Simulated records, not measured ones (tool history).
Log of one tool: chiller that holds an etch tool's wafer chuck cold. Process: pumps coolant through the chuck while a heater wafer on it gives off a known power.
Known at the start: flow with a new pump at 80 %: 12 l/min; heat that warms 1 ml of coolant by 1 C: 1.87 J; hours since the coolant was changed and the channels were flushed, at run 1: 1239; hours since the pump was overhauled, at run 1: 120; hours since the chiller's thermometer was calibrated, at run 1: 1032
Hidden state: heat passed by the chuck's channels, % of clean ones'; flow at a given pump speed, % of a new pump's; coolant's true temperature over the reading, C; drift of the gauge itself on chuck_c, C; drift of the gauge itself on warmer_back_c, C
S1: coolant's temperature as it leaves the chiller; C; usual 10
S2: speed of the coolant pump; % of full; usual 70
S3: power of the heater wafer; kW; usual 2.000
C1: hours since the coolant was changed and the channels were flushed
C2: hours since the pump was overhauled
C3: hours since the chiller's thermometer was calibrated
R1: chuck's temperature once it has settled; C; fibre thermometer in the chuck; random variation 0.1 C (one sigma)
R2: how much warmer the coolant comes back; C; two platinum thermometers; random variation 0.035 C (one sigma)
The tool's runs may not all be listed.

Run 1, hour 0.0: usual settings; C1 1239; C2 120; C3 1032. Result: R1 24.4 C, R2 6.12 C.
Run 2, hour 42.2: usual settings; C1 1281; C2 162; C3 1074. Result: R1 24.5 C, R2 6.18 C.
Run 3, hour 76.0: usual settings but S3 2.160 kW; C1 1315; C2 196; C3 1108. Result: R1 25.4 C, R2 6.66 C.
Run 4, hour 110.8: usual settings but S3 2.595 kW; C1 1350; C2 231; C3 1143. Result: R1 28.7 C, R2 7.98 C.
Run 5, hour 135.8: usual settings but S3 2.595 kW; C1 1375; C2 256; C3 1168. Result: R1 28.8 C, R2 8.03 C.
Run 6, hour 165.3: usual settings but S2 96 % of full; C1 1405; C2 285; C3 1197. Result: R1 20.8 C, R2 4.52 C.
Run 7, hour 193.7: usual settings but S2 96 % of full; C1 1433; C2 314; C3 1226. Result: R1 20.8 C, R2 4.59 C.
Run 8, hour 216.4: usual settings; C1 1456; C2 337; C3 1248. Result: R1 24.3 C, R2 6.19 C.
Run 9, hour 238.3: usual settings; C1 1478; C2 358; C3 1270. Result: R1 24.4 C, R2 6.16 C.
Run 10, hour 266.0: usual settings but S2 65 % of full; C1 1505; C2 386; C3 1298. Result: R1 25.3 C, R2 6.73 C.
Run 11, hour 303.7: usual settings but S2 65 % of full; C1 1543; C2 424; C3 1335. Result: R1 25.7 C, R2 6.67 C.
Run 12, hour 337.8: usual settings but S2 65 % of full; C1 1577; C2 458; C3 1370. Result: R1 25.5 C, R2 6.64 C.
Run 13, hour 388.3: usual settings but S1 2 C; C1 1628; C2 508; C3 1420. Result: R1 16.6 C, R2 6.16 C.
Run 14, hour 410.3: usual settings but S3 1.161 kW; C1 1650; C2 531; C3 1442. Result: R1 18.4 C, R2 3.65 C.
Run 15, hour 459.2: usual settings but S3 1.161 kW; C1 1699; C2 579; C3 1491. Result: R1 18.6 C, R2 3.63 C.
Run 16, hour 488.8: usual settings but S1 1 C; C1 1728; C2 609; C3 1521. Result: R1 15.3 C, R2 6.17 C.
Run 17, hour 523.2: usual settings but S1 11 C, S2 60 % of full, S3 1.180 kW; C1 1763; C2 643; C3 1555. Result: R1 20.8 C, R2 4.31 C.
Run 18, hour 553.3: usual settings but S1 2 C, S2 90 % of full, S3 2.766 kW; C1 1793; C2 673; C3 1585. Result: R1 18.2 C, R2 6.76 C.
Run 19, hour 585.2: usual settings but S1 14 C, S2 75 % of full, S3 1.503 kW; C1 1824; C2 705; C3 1617. Result: R1 24.5 C, R2 4.44 C.
Run 20, hour 615.9: usual settings but S1 13 C, S2 62 % of full, S3 1.043 kW; C1 1855; C2 736; C3 1648. Result: R1 21.3 C, R2 3.63 C.
Run 21, hour 641.3: usual settings but S1 13 C, S2 62 % of full, S3 1.043 kW; C1 1881; C2 762; C3 1673. Result: R1 21.5 C, R2 3.67 C.
Run 22, hour 669.8: usual settings but S1 6 C, S2 71 % of full, S3 1.155 kW; C1 1909; C2 790; C3 1702. Result: R1 14.4 C, R2 3.52 C.
Run 23, hour 704.3: usual settings but S1 7 C, S2 82 % of full; C1 1944; C2 825; C3 1736. Result: R1 19.8 C, R2 5.43 C.
Run 24, hour 738.3: usual settings but S1 1 C, S2 81 % of full; C1 1978; C2 858; C3 1770. Result: R1 13.9 C, R2 5.47 C.
Run 25, hour 760.4: usual settings but S1 1 C, S2 81 % of full; C1 2000; C2 881; C3 1792. Result: R1 13.9 C, R2 5.42 C.
Run 26, hour 809.7: usual settings but S1 1 C, S2 81 % of full; C1 2049; C2 930; C3 1841. Result: R1 13.7 C, R2 5.39 C.
Run 27, hour 835.1: usual settings but S1 8 C, S3 1.584 kW; C1 2074; C2 955; C3 1867. Result: R1 19.5 C, R2 4.92 C.
Run 28, hour 870.2: usual settings but S1 13 C, S3 1.106 kW; C1 2110; C2 990; C3 1902. Result: R1 21.0 C, R2 3.53 C.

3 ways to go on from here, each from the tool as it stands after run 28. What would each give?
Run A, hour 900.4: usual settings but S1 11 C; C1 2140; C2 1021; C3 1932. Result: R1 ?, R2 ?.
Run B, hour 900.4: usual settings but S1 16 C, S3 1.106 kW; C1 2140; C2 1021; C3 1932. Result: R1 ?, R2 ?.
Run C, hour 900.4: usual settings but S1 13 C, S2 68 % of full, S3 1.106 kW; C1 2140; C2 1021; C3 1932. Result: R1 ?, R2 ?.

run    R1    R2
  A  26.0  6.30
  B  24.1  3.47
  C  21.2  3.55
Without the tool's hidden state the same runs would have given:
run    R1    R2
  A  24.9  6.14
  B  23.5  3.38
  C  20.7  3.46

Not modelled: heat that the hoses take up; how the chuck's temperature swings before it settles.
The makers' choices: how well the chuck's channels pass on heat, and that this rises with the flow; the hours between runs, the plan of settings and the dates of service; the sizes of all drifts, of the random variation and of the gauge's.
